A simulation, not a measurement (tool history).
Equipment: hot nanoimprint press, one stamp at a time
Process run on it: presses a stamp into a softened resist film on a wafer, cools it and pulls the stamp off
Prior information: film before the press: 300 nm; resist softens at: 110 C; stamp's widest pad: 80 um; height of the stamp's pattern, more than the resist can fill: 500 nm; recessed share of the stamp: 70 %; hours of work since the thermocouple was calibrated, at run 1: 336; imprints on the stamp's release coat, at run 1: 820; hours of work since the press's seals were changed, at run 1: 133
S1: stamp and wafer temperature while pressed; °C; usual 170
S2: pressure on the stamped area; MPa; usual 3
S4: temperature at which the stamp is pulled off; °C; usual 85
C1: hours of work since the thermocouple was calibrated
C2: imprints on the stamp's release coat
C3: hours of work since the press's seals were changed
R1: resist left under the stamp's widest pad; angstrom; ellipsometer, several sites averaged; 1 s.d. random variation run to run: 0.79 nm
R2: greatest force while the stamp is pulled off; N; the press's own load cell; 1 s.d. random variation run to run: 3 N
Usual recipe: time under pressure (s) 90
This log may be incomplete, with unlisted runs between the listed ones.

run 1 hour=0 | S1=170 S2=3 time_under_pressure_(s)=90 S4=85 | C1=336 C2=820 C3=133 | R1=1570 R2=144
run 2 hour=47.9 | S1=170 S2=3 time_under_pressure_(s)=90 S4=85 | C1=365 C2=1001 C3=162 | R1=1576 R2=144
-- hour=122.8 plate thermocouple calibrated
-- hour=128.8 stamp cleaned and given a new release coat
run 3 hour=142.3 | S1=170 S2=3 time_under_pressure_(s)=90 S4=91 | C1=8 C2=51 C3=214 | R1=1580 R2=138
run 4 hour=212.5 | S1=163 S2=3 time_under_pressure_(s)=90 S4=85 | C1=51 C2=317 C3=257 | R1=1997 R2=142
run 5 hour=285.8 | S1=170 S2=3 time_under_pressure_(s)=90 S4=89 | C1=96 C2=594 C3=302 | R1=1595 R2=136
run 6 hour=359.1 | S1=170 S2=3 time_under_pressure_(s)=90 S4=89 | C1=141 C2=871 C3=347 | R1=1585 R2=135
run 7 hour=438.9 | S1=170 S2=3 time_under_pressure_(s)=90 S4=85 | C1=190 C2=1173 C3=396 | R1=1575 R2=145
-- hour=470.2 stamp cleaned and given a new release coat
run 8 hour=507.7 | S1=170 S2=3 time_under_pressure_(s)=90 S4=85 | C1=228 C2=142 C3=434 | R1=1579 R2=147
run 9 hour=565.1 | S1=170 S2=2.93 time_under_pressure_(s)=90 S4=85 | C1=263 C2=359 C3=469 | R1=1604 R2=145
run 10 hour=606.3 | S1=170 S2=2.93 time_under_pressure_(s)=90 S4=85 | C1=289 C2=515 C3=495 | R1=1601 R2=145
run 11 hour=681.6 | S1=170 S2=3 time_under_pressure_(s)=90 S4=85 | C1=335 C2=800 C3=541 | R1=1578 R2=151
-- hour=754.8 press's hydraulic seals changed and the load cell set to zero
run 12 hour=764.2 | S1=170 S2=3 time_under_pressure_(s)=90 S4=85 | C1=380 C2=1082 C3=6 | R1=1591 R2=148
-- hour=809 plate thermocouple calibrated
-- hour=822.2 stamp cleaned and given a new release coat
run 13 hour=857.1 | S1=170 S2=3 time_under_pressure_(s)=90 S4=85 | C1=26 C2=132 C3=57 | R1=1590 R2=145
run 14 hour=895 | S1=170 S2=3 time_under_pressure_(s)=134 S4=85 | C1=49 C2=276 C3=80 | R1=1362 R2=143
run 15 hour=964.5 | S1=170 S2=2.15 time_under_pressure_(s)=134 S4=85 | C1=92 C2=539 C3=123 | R1=1553 R2=143
run 16 hour=1047.5 | S1=171 S2=3 time_under_pressure_(s)=81 S4=85 | C1=142 C2=852 C3=174 | R1=1587 R2=139
run 17 hour=1136.2 | S1=170 S2=3.09 time_under_pressure_(s)=110 S4=76 | C1=197 C2=1188 C3=228 | R1=1449 R2=159
-- hour=1161.4 stamp cleaned and given a new release coat
run 18 hour=1194.1 | S1=175 S2=2.14 time_under_pressure_(s)=90 S4=74 | C1=228 C2=123 C3=260 | R1=1510 R2=161
run 19 hour=1277.4 | S1=175 S2=2.14 time_under_pressure_(s)=55 S4=78 | C1=279 C2=439 C3=311 | R1=1814 R2=159
run 20 hour=1314.2 | S1=175 S2=3.74 time_under_pressure_(s)=53 S4=78 | C1=302 C2=578 C3=333 | R1=1488 R2=151
run 21 hour=1383.6 | S1=175 S2=3.74 time_under_pressure_(s)=53 S4=78 | C1=344 C2=841 C3=376 | R1=1483 R2=149
run 22 hour=1450.4 | S1=175 S2=3.74 time_under_pressure_(s)=53 S4=78 | C1=385 C2=1093 C3=417 | R1=1488 R2=159
-- hour=1490.4 plate thermocouple calibrated
-- hour=1508.1 stamp cleaned and given a new release coat
run 23 hour=1512.4 | S1=177 S2=4.31 time_under_pressure_(s)=56 S4=88 | C1=10 C2=17 C3=449 | R1=1284 R2=138
run 24 hour=1567.1 | S1=172 S2=3 time_under_pressure_(s)=62 S4=85 | C1=43 C2=223 C3=482 | R1=1677 R2=146
run 25 hour=1605.8 | S1=180 S2=2.65 time_under_pressure_(s)=132 S4=77 | C1=67 C2=370 C3=506 | R1=997 R2=149
run 26 hour=1690 | S1=170 S2=3 time_under_pressure_(s)=78 S4=80 | C1=118 C2=688 C3=558 | R1=1667 R2=151
-- hour=1734 press's hydraulic seals changed and the load cell set to zero
run 27 hour=1753.9 | S1=170 S2=3 time_under_pressure_(s)=57 S4=85 | C1=153 C2=900 C3=12 | R1=1848 R2=142
run 28 hour=1797.1 | S1=170 S2=3 time_under_pressure_(s)=57 S4=85 | C1=179 C2=1063 C3=39 | R1=1830 R2=148

Run 29 has not been measured yet. What should we expect?
-- hour=1859.9 stamp cleaned and given a new release coat
run 29 hour=1892.3 | S1=170 S2=4.42 time_under_pressure_(s)=73 S4=74 | C1=234 C2=123 C3=93 | R1=? R2=?

Run 29 measured R1 1466 angstrom, R2 162 N.
Minus the tool's unlogged condition, the same run would have read R1 1465 angstrom, R2 162 N.
